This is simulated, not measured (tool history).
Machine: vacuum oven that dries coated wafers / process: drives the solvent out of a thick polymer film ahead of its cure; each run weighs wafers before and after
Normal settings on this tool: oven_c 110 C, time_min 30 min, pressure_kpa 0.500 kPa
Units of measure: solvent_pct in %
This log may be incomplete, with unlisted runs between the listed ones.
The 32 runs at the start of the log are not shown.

run   hour  oven_c  time_min  pressure_kpa  hours of work since the thermocouples were calibrated  hours of work since the vacuum gauge was cleaned of residue  solvent_pct
 33  338.0      95        43         1.201                                                    971                                                          425        4.807
 34  345.1     110        34         0.500                                                    975                                                          429        1.933
 35  353.2     122        45         0.500                                                    979                                                          434        0.242
 36  360.1     122        45         0.500                                                    983                                                          438        0.241
 37  370.0     110        32         0.399                                                    988                                                          443        2.120
 38  385.3     109        42         0.468                                                    997                                                          451        1.453
 39  400.0     118        25         0.294                                                   1005                                                          460        1.466
 40  415.2     110        30         0.613                                                   1013                                                          468        2.419

Below are 5 alternative next runs, each starting from the tool's condition after run 40. Predict each:
  A  428.6     120        30         0.782                                                   1021                                                          475            ?
  B  428.6     110        30         0.546                                                   1021                                                          475            ?
  C  428.6     115        31         0.348                                                   1021                                                          475            ?
  D  428.6     120        35         1.983                                                   1021                                                          475            ?
  E  428.6     121        28         0.494                                                   1021                                                          475            ?

run  solvent_pct
  A        0.906
  B        2.396
  C        1.351
  D        0.976
  E        0.850
The same runs, with their run-to-run variation unchanged, on a tool lacking any hidden condition would have given:
run  solvent_pct
  A        0.915
  B        2.414
  C        1.364
  D        0.983
  E        0.860

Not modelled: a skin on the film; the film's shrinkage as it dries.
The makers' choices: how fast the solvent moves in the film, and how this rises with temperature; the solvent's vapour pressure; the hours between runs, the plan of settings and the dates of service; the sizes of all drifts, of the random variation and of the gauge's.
